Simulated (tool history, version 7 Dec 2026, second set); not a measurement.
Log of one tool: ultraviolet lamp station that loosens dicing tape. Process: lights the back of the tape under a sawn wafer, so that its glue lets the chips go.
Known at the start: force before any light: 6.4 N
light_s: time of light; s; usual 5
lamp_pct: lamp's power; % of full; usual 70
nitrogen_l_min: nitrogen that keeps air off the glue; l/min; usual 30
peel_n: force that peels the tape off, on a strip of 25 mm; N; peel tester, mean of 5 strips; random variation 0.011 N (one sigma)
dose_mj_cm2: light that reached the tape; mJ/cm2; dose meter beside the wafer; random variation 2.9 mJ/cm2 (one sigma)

run,hour,light_s,lamp_pct,nitrogen_l_min,peel_n,dose_mj_cm2
1,0.0,5,70,30,0.543,391
2,23.7,5,70,30,0.554,388
3,57.2,5,70,15,0.859,387
4,85.1,5,70,37,0.499,379
5,126.6,5,70,29,0.580,374
6,152.8,5,70,29,0.653,368
7,176.7,5,70,29,0.639,360
8,215.4,3,70,30,1.425,213
9,238.6,3,70,30,1.389,212
10,278.4,3,70,30,1.411,215
11,305.5,5,68,30,0.691,333
12,331.9,5,68,30,0.712,329
# hour 334.8: window cleaned of glue's vapour
13,377.5,5,70,30,0.784,305
14,419.9,5,70,30,0.884,299
15,444.6,5,70,30,0.871,297
16,471.3,5,70,30,0.886,293
17,517.0,5,70,30,0.925,290
# hour 544.0: window cleaned of glue's vapour, once more
18,552.9,5,70,30,0.599,382
19,573.8,5,70,30,0.555,373
20,592.2,5,70,30,0.591,373
21,617.1,5,70,30,0.603,367
22,638.5,3,70,11,2.243,217
23,674.5,3,70,11,2.177,218
24,715.2,7,100,36,0.238,705
25,733.8,7,100,36,0.243,711
26,779.1,7,100,36,0.264,694
27,800.1,4,70,25,1.088,275
28,822.3,4,70,25,1.079,273
29,863.9,4,70,25,1.122,270
30,902.3,4,70,25,1.164,264
31,938.0,4,70,50,0.788,259
32,977.5,7,69,43,0.354,447
33,1003.4,5,84,30,0.557,381
34,1036.6,2,70,18,3.018,122
35,1078.9,7,70,12,0.834,431
# hour 1113.8: window cleaned of glue's vapour
36,1113.8,3,97,10,1.547,302
37,1141.3,10,97,9,0.261,1001
38,1165.3,3,76,25,1.429,237
39,1185.7,3,76,25,1.450,227
40,1213.2,5,70,36,0.587,345
41,1232.8,2,70,37,2.171,137
42,1258.4,2,84,30,2.001,168

Some steps in peel_n between neighbouring runs. How much of each would the tool show without its hidden state too (settings, what came in, random variation), and how much is left for the hidden state, with any gauge scatter that isn't in both results?
The hidden state here: lamp's light, % of a new lamp's; light that the window lets through, % of a clean one's; drift of the gauge itself on peel_n, %; drift of the gauge itself on dose_mj_cm2, %.
Run 17 -> 18: window cleaned of glue's vapour, once more. peel_n -0.326 N: hidden state -0.347, all else +0.021.
Run 23 -> 24: light_s 3 -> 7, lamp_pct 70 -> 100, nitrogen_l_min 11 -> 36. peel_n -1.939 N: hidden state -0.329, all else -1.610.
Run 33 -> 34: light_s 5 -> 2, lamp_pct 84 -> 70, nitrogen_l_min 30 -> 18. peel_n +2.461 N: hidden state +0.479, all else +1.982.
Run 34 -> 35: light_s 2 -> 7, nitrogen_l_min 18 -> 12. peel_n -2.184 N: hidden state -0.333, all else -1.851.
